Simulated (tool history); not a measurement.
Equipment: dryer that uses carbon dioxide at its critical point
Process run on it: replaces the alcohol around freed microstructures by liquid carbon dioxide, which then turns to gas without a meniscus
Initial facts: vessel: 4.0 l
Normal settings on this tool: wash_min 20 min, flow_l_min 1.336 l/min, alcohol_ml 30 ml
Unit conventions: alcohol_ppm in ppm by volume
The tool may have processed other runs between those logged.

run     day  wash_min  flow_l_min  alcohol_ml  alcohol_ppm
  1   0.000        20       1.336          30          157
  2   0.488        20       1.336          30          155
  3   1.571        20       1.336          30          156
  4   2.567        20       1.336          30          166
  5   3.592        25       1.336          30          128
  6   4.404        25       1.336          30          125
  7   5.050        25       1.250          30          136
  8   5.842        25       1.250          30          136
  9   6.983        25       1.250          30          155
 10   7.525        20       1.336          30          182
 11   8.638        20       1.336          30          191
 12   9.400        20       1.336          30          183
 13  10.492        26       1.336          30          144
 14  11.300        26       1.336          30          149
 15  12.446        20       1.336          43          215
 16  13.025        20       1.336          55          251
 17  13.667        20       1.336          55          257
 18  14.238        20       1.336          30          208
 19  14.725        12       1.336          42          748
 20  15.196        20       1.336          96          351
 21  16.162        20       0.850          96         1276
 22  17.167        20       0.850          96         1310
 23  18.021        16       0.980          57         1066
 24  18.967        16       0.980          57         1038
 25  19.867        31       2.140          87          157
 26  21.004        31       2.140          87          169
 27  21.683        31       1.500          30          160
 28  22.604        31       1.500          30          165
 29  23.462        31       1.500          30          167
 30  24.396        31       1.500          30          166
 31  25.017        16       1.370          30          277
 32  26.038        27       1.000          30          202
 33  26.938        14       1.770          94          392
 34  27.733        23       1.550         116          211
 35  28.729        31       1.870          30          189
 36  29.462        24       1.870          30          180

Withheld: 1 entry from between the runs. Position of each, and hidden state at the listed run before versus the listed run after:
From run 28 to run 29: inlet filter changed (day 23.162)
  flow that reaches the vessel past the clogged filter, %: 86.8 -> 99.7; alcohol in the recycled carbon dioxide, ppm: 163.5 -> 165.6
  what was measured, less what the result would be without the hidden state, alcohol_ppm: +164 -> +163 ppm by volume
